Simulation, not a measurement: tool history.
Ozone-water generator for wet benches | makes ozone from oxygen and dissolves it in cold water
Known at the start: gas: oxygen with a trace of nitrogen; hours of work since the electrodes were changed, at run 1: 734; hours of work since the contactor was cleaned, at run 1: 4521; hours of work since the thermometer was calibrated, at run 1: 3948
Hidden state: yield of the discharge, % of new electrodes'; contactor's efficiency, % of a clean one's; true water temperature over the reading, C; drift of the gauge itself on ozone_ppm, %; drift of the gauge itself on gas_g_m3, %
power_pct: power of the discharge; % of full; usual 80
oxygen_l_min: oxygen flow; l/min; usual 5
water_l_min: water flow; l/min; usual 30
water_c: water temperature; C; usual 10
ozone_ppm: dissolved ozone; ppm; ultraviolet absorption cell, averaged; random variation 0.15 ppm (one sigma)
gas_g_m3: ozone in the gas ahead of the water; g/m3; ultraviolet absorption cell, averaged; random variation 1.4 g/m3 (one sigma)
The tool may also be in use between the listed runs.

| run | day | power_pct | oxygen_l_min | water_l_min | water_c | hours of work since the electrodes were changed | hours of work since the contactor was cleaned | hours of work since the thermometer was calibrated | ozone_ppm | gas_g_m3 |
|---|---|---|---|---|---|---|---|---|---|---|
| 1 | 0 | 80 | 5 | 30 | 10 | 734 | 4521 | 3948 | 18.1 | 265.4 |
|  | 6.054 | contactor cleaned |
| 2 | 8.658 | 80 | 5 | 38 | 10 | 917 | 56 | 4131 | 14 | 262.6 |
| 3 | 14.004 | 80 | 5 | 30 | 10 | 1033 | 172 | 4247 | 17.9 | 264.1 |
| 4 | 19.958 | 80 | 5 | 30 | 10 | 1161 | 300 | 4375 | 18.1 | 262.5 |
| 5 | 27.975 | 80 | 5 | 30 | 16 | 1335 | 474 | 4549 | 17 | 263.6 |
| 6 | 32.958 | 80 | 5 | 30 | 16 | 1442 | 581 | 4656 | 17 | 263.6 |
| 7 | 41.121 | 73 | 5 | 30 | 10 | 1619 | 758 | 4833 | 17.2 | 250.4 |
| 8 | 48.696 | 46 | 5 | 30 | 10 | 1782 | 922 | 4996 | 13.2 | 192.9 |
| 9 | 57.971 | 63 | 5 | 25 | 10 | 1983 | 1122 | 5197 | 18.7 | 229.3 |
| 10 | 62.479 | 41 | 4.39 | 28 | 10 | 2080 | 1219 | 5294 | 13.1 | 195.7 |
|  | 65.05 | water thermometer calibrated |
| 11 | 67.7 | 41 | 4.39 | 28 | 10 | 2193 | 1332 | 57 | 13 | 194.4 |
| 12 | 76.421 | 91 | 6.01 | 34 | 10 | 2381 | 1520 | 246 | 17.4 | 256.9 |

How the hidden state differs across the entries between the runs, from the last listed run before each to the first after it:
Between runs 1 and 2: contactor cleaned (day 6.054)
  contactor's efficiency, % of a clean one's: 99.9 -> 100
Between runs 10 and 11: water thermometer calibrated (day 65.05)
  no hidden state differs between the two runs

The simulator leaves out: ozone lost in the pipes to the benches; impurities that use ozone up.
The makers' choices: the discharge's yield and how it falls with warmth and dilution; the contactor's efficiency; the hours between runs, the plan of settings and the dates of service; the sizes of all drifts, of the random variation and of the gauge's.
